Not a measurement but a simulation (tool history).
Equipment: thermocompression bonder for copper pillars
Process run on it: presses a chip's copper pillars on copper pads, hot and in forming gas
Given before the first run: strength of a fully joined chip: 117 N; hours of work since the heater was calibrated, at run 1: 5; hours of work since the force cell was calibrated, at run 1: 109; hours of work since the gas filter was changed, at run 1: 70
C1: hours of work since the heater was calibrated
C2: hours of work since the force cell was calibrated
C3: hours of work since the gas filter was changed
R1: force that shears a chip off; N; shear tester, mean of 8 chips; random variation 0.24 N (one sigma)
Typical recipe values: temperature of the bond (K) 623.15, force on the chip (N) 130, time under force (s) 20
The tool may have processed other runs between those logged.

Run 1, hour 0.0: usual settings; C1 5; C2 109; C3 70. Result: R1 60.7 N.
Run 2, hour 16.2: usual settings; C1 13; C2 117; C3 78. Result: R1 61.1 N.
Run 3, hour 28.2: usual settings; C1 19; C2 124; C3 84. Result: R1 61.2 N.
Run 4, hour 37.1: usual settings; C1 24; C2 128; C3 89. Result: R1 61.8 N.
Run 5, hour 46.1: usual settings; C1 29; C2 133; C3 94. Result: R1 61.6 N.
Run 6, hour 57.3: usual settings; C1 34; C2 139; C3 100. Result: R1 61.6 N.
Run 7, hour 73.1: usual settings; C1 43; C2 147; C3 108. Result: R1 61.3 N.

Run 8 has not been measured yet. What should we expect?
Run 8, hour 85.0: usual settings; C1 49; C2 153; C3 114. Result: R1 ?.

Run 8 measured R1 61.7 N.
Without the tool's hidden state the same run would have given R1 61.3 N.

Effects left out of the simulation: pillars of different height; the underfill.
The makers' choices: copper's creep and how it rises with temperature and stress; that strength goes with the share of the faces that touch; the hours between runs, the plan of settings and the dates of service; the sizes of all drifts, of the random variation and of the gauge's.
